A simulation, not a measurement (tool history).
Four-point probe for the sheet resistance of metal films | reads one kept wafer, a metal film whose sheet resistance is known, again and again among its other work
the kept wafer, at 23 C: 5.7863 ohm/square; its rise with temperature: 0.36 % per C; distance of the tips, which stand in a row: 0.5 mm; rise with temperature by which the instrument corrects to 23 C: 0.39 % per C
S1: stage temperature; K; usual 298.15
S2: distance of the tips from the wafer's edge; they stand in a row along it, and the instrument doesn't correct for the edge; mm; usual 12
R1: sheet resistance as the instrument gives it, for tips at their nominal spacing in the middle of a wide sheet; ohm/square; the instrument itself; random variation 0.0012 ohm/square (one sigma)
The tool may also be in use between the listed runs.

| run | day | S1 | S2 | R1 |
|---|---|---|---|---|
| 1 | 0.000 | 298.15 | 12 | 5.775857 |
| 2 | 1.288 | 298.15 | 12 | 5.777485 |
| 3 | 3.100 | 298.15 | 12 | 5.772953 |
| 4 | 4.271 | 298.15 | 12 | 5.776719 |
| 5 | 5.733 | 298.15 | 12 | 5.774108 |
| 6 | 6.779 | 298.15 | 12 | 5.775880 |
| 7 | 8.788 | 298.15 | 12 | 5.774813 |
| 8 | 9.708 | 298.15 | 12 | 5.773091 |
| 9 | 11.142 | 298.15 | 12 | 5.773847 |
| 10 | 12.238 | 298.15 | 12 | 5.774433 |
| 11 | 13.142 | 298.15 | 12 | 5.771588 |
| 12 | 14.592 | 298.15 | 12 | 5.774938 |
| 13 | 15.588 | 298.15 | 12 | 5.773207 |
| 14 | 16.696 | 298.15 | 12 | 5.772332 |
| 15 | 18.442 | 298.15 | 12 | 5.770817 |
| 16 | 20.204 | 298.15 | 12 | 5.771829 |
| 17 | 22.142 | 298.15 | 40 | 5.766839 |
| 18 | 23.150 | 298.15 | 12 | 5.772534 |
| 19 | 24.662 | 298.15 | 12 | 5.772704 |
|  | 24.871 | stage's thermometer calibrated |
| 20 | 25.571 | 296.15 | 12 | 5.774310 |
| 21 | 27.071 | 299.15 | 63 | 5.764709 |
| 22 | 28.862 | 299.15 | 63 | 5.763207 |
| 23 | 30.950 | 299.15 | 63 | 5.761591 |
| 24 | 32.075 | 296.15 | 15 | 5.771969 |
|  | 32.554 | stage's thermometer calibrated, once more |
| 25 | 33.100 | 291.15 | 15 | 5.782474 |
| 26 | 34.229 | 298.15 | 23 | 5.770002 |
| 27 | 35.438 | 298.15 | 8 | 5.779300 |
| 28 | 37.150 | 297.15 | 5 | 5.798923 |
| 29 | 38.829 | 297.15 | 5 | 5.798908 |
| 30 | 39.812 | 298.15 | 27 | 5.768354 |
| 31 | 41.708 | 307.15 | 3 | 5.837921 |
| 32 | 42.954 | 291.15 | 45 | 5.775870 |
| 33 | 44.917 | 295.15 | 12 | 5.776806 |
| 34 | 46.483 | 298.15 | 74 | 5.767276 |
| 35 | 47.692 | 294.15 | 20 | 5.771798 |
| 36 | 49.129 | 294.15 | 20 | 5.773477 |
| 37 | 50.571 | 296.15 | 68 | 5.770461 |
| 38 | 52.512 | 307.15 | 3 | 5.838992 |
| 39 | 54.058 | 300.15 | 5 | 5.792845 |
| 40 | 54.971 | 303.15 | 12 | 5.763933 |

Forecast each of these 4 alternatives for the next run:
| A | 56.592 | 298.15 | 12 | ? |
| B | 56.592 | 302.15 | 40 | ? |
| C | 56.592 | 295.15 | 44 | ? |
| D | 56.592 | 293.15 | 3 | ? |

| run | R1 |
|---|---|
| A | 5.771686 |
| B | 5.759542 |
| C | 5.771137 |
| D | 5.858127 |
Without the tool's hidden state the same runs would have given:
| run | R1 |
|---|---|
| A | 5.790328 |
| B | 5.778123 |
| C | 5.789795 |
| D | 5.877058 |
